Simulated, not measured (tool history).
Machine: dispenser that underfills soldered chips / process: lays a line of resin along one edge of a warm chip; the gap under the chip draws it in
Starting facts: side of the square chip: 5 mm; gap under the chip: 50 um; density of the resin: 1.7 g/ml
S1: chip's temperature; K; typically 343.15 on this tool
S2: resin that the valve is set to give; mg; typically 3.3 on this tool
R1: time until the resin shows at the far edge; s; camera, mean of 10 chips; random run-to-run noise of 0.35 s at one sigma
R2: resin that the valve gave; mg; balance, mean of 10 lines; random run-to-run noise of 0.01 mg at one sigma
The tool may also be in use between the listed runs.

run 1 day=0 | S1=343.15 S2=3.3 | R1=30 R2=3.26
-- day=0.225 new syringe of resin
run 2 day=0.225 | S1=343.15 S2=3.3 | R1=16.2 R2=3.26
run 3 day=0.471 | S1=343.15 S2=3.3 | R1=24.7 R2=3.26
run 4 day=0.675 | S1=330.15 S2=3.3 | R1=69.3 R2=3.26
-- day=0.775 new syringe of resin
run 5 day=1.125 | S1=343.15 S2=3.64 | R1=30.4 R2=3.58
-- day=1.333 new syringe of resin
run 6 day=1.371 | S1=343.15 S2=3.64 | R1=17.6 R2=3.55
run 7 day=1.717 | S1=343.15 S2=3.64 | R1=31.8 R2=3.53
-- day=1.879 new syringe of resin
-- day=1.954 dispensing valve cleaned and set on the balance
run 8 day=2.175 | S1=349.15 S2=3.3 | R1=19.7 R2=3.28
-- day=2.475 new syringe of resin
run 9 day=2.483 | S1=349.15 S2=3.7 | R1=12.7 R2=3.69
run 10 day=2.892 | S1=349.15 S2=3.7 | R1=25 R2=3.66
-- day=3.05 new syringe of resin
run 11 day=3.288 | S1=349.15 S2=3.7 | R1=19.1 R2=3.63
-- day=3.604 new syringe of resin
run 12 day=3.7 | S1=349.15 S2=3.7 | R1=14.2 R2=3.65
run 13 day=3.925 | S1=343.15 S2=3.3 | R1=28.1 R2=3.26
-- day=4.175 new syringe of resin
run 14 day=4.317 | S1=343.15 S2=3.3 | R1=20.9 R2=3.24
run 15 day=4.696 | S1=343.15 S2=3.3 | R1=39.6 R2=3.23
-- day=4.746 new syringe of resin
run 16 day=4.908 | S1=343.15 S2=4.3 | R1=21.1 R2=4.21
-- day=5.288 new syringe of resin
run 17 day=5.308 | S1=348.15 S2=4 | R1=12.4 R2=3.89
run 18 day=5.596 | S1=338.15 S2=2.96 | R1=35.5 R2=2.88
-- day=5.704 dispensing valve cleaned and set on the balance
-- day=5.879 new syringe of resin
run 19 day=5.883 | S1=335.15 S2=2.89 | R1=25.2 R2=2.89
run 20 day=6.288 | S1=335.15 S2=2.89 | R1=47.8 R2=2.86
-- day=6.429 new syringe of resin
run 21 day=6.483 | S1=335.15 S2=2.89 | R1=27.4 R2=2.87
run 22 day=6.838 | S1=335.15 S2=2.89 | R1=48.6 R2=2.86
-- day=6.983 new syringe of resin
run 23 day=7.188 | S1=334.15 S2=3.06 | R1=35.9 R2=3.03
-- day=7.529 new syringe of resin
run 24 day=7.617 | S1=334.15 S2=3.06 | R1=29.4 R2=3.03
run 25 day=7.896 | S1=334.15 S2=3.06 | R1=46.7 R2=3.01

For run 26, what comes out?
-- day=8.083 new syringe of resin
run 26 day=8.183 | S1=343.15 S2=3.9 | R1=? R2=?

{"run 26": {"R1": 18.6, "R2": 3.83}}
Had the tool carried no hidden state, the very same run would have given R1 17 s, R2 3.9 mg.
